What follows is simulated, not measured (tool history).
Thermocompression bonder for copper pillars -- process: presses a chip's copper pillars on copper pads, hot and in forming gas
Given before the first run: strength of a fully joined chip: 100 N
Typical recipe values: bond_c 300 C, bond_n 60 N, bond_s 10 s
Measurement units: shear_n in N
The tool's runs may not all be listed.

run   hour  bond_c  bond_n  bond_s  shear_n
  1    0.0     300      60      10     59.4
  2   12.2     300      60      10     59.4
  3   27.9     300      60      10     59.5
  4   38.5     300      60      10     58.4
  5   56.5     300      60      10     59.9
  6   79.7     300      80      10     76.5
  7   92.6     300      80      10     74.9
  8  108.6     300      60      10     60.7
  9  120.0     300      60      10     61.3
 10  130.3     300      60      10     61.7
 11  146.7     300      60      10     62.2
 12  161.5     300      46      10     49.9
 13  184.0     300      57      10     58.9
 14  197.0     300      57      10     59.8
 15  209.6     300      57      10     58.4
 16  221.0     300      57      10     60.0
 17  235.1     300      57      10     59.5
 18  248.7     300      57      10     58.1
 19  266.3     300      43      10     48.0
 20  281.2     300      43      10     45.7
 21  300.7     300      43      10     45.3
 22  316.2     300      43      10     46.6
 23  337.3     300      43      10     45.8
 24  350.3     300      69      10     68.5
 25  363.8     300      69      10     69.1
 26  383.1     300      69       8     63.8
 27  406.0     300      45      25     66.0
 28  423.1     300      45      25     65.6
 29  437.9     288      36      12     37.2
 30  454.1     288      74       8     61.0
 31  466.1     315      53       5     53.6
 32  488.3     315      53       5     53.5
 33  504.9     281      53      13     50.9
 34  527.9     300      54      10     58.7
 35  543.4     300      54      10     58.7
 36  554.4     278      78      25     78.8
 37  567.5     278      72      25     75.4
 38  586.5     306      37      12     46.9
 39  600.6     321      87      20     95.3
 40  616.1     276      41      23     47.8

Withheld: 2 entries from between the runs. Position of each, and hidden state at the listed run before versus the listed run after:
From run 5 to run 6: forming gas filter changed (hour 64.4)
  true temperature of the bond over the reading, C: 0.4 -> 0.6; force that reaches the chip, % of what is set: 101.8 -> 101.9; oxide that the forming gas leaves, % of the face: 3.66 -> 0.69
  measured less the result without the state, shear_n: -0.9 -> +1.0 N
From run 26 to run 27: forming gas filter changed (hour 393.0)
  true temperature of the bond over the reading, C: 2.9 -> 3.1; force that reaches the chip, % of what is set: 102.7 -> 102.8; oxide that the forming gas leaves, % of the face: 3.5 -> 0.71
  measured less the result without the state, shear_n: +1.0 -> +2.9 N
